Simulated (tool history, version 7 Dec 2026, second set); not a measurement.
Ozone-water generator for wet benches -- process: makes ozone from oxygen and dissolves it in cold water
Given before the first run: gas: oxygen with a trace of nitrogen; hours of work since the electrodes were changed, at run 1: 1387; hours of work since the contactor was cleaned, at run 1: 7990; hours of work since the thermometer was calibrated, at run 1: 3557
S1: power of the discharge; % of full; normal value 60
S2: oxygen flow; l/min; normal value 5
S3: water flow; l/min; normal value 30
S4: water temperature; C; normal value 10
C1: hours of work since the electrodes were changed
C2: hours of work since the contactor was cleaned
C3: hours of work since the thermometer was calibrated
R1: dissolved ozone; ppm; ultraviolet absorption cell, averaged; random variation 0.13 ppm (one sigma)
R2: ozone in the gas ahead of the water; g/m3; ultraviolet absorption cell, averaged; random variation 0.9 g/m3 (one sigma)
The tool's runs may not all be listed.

run,hour,S1,S2,S3,S4,C1,C2,C3,R1,R2
1,0,60,5,30,10,1387,7990,3557,13.4,144.5
2,43.9,60,5,30,10,1417,8019,3587,13.2,144.3
3,101.1,60,5,30,10,1455,8057,3625,13.4,144.5
4,133.4,60,5,30,10,1477,8079,3647,13.3,144.2
5,162.6,60,5,30,10,1496,8099,3666,13,144.1
6,211.2,60,5,30,10,1529,8131,3699,13.5,144.9
7,238.6,60,5,30,10,1547,8149,3717,13.3,145.1
8,287.4,60,5,30,10,1580,8182,3750,13,143
9,343.8,60,5,30,10,1618,8220,3788,13.1,143.1
10,385.1,60,5,30,10,1645,8248,3815,13.2,143.4
11,422.6,60,4.1,30,10,1670,8273,3840,12,153.5
12,478,60,4.1,30,10,1707,8310,3878,12.3,151.8
13,515.3,96,4.1,30,10,1732,8335,3903,15.8,200.7
14,561.4,60,5,30,10,1763,8366,3933,13.3,143.1
15,606.4,60,5,30,10,1793,8396,3964,13.1,143.5
16,653.9,51,5,30,10,1825,8428,3995,11.9,130.3
17,691.9,60,5,30,10,1851,8453,4021,13,143.4
18,730.5,60,6.37,30,10,1877,8479,4047,14.2,132.4
19,776.6,60,5.33,30,16,1907,8510,4078,12.6,139.8
20,804.7,51,6.2,30,16,1926,8529,4096,11.9,122.5
21,833.2,60,5.4,30,8,1945,8548,4115,13.7,138.3
22,873.3,42,5.4,30,8,1972,8575,4142,11.3,113.1
23,917.1,42,3.55,30,8,2002,8604,4172,9.4,130.1
24,971.1,42,3.55,30,8,2038,8640,4208,9.3,130.1
25,998.2,42,3.55,30,8,2056,8658,4226,9.5,129.1
26,1030.5,42,3.55,30,8,2077,8680,4248,9.2,130.1
27,1079.8,60,7.28,33,10,2111,8713,4281,13.5,125.9
28,1114.9,60,7.28,33,10,2134,8736,4304,13.5,126.8
29,1147.6,43,2.52,25,6,2156,8758,4326,10.2,146.3
30,1182.2,46,5.5,27,16,2179,8781,4349,11.9,118.6
31,1240.9,46,3.27,27,17,2218,8821,4388,9.7,141.5
32,1303.4,60,5.11,30,10,2260,8863,4430,13,140.3
# hour 1343.7: water thermometer calibrated
33,1347.8,82,4.5,23,18,2290,8892,3,17.7,176.8
34,1407.6,82,4.5,23,18,2330,8932,43,17.3,175.8

Across each entry between runs, compare the hidden state at the last listed run before it with the hidden state at the first listed run after it:
Runs 32 to 33: water thermometer calibrated (hour 1343.7)
  true water temperature over the reading, C: 0.05 -> -0.04
  measured value less the no-hidden-state value, R1: -1.5 -> -2.1 ppm; R2: -7.7 -> -11.7 g/m3
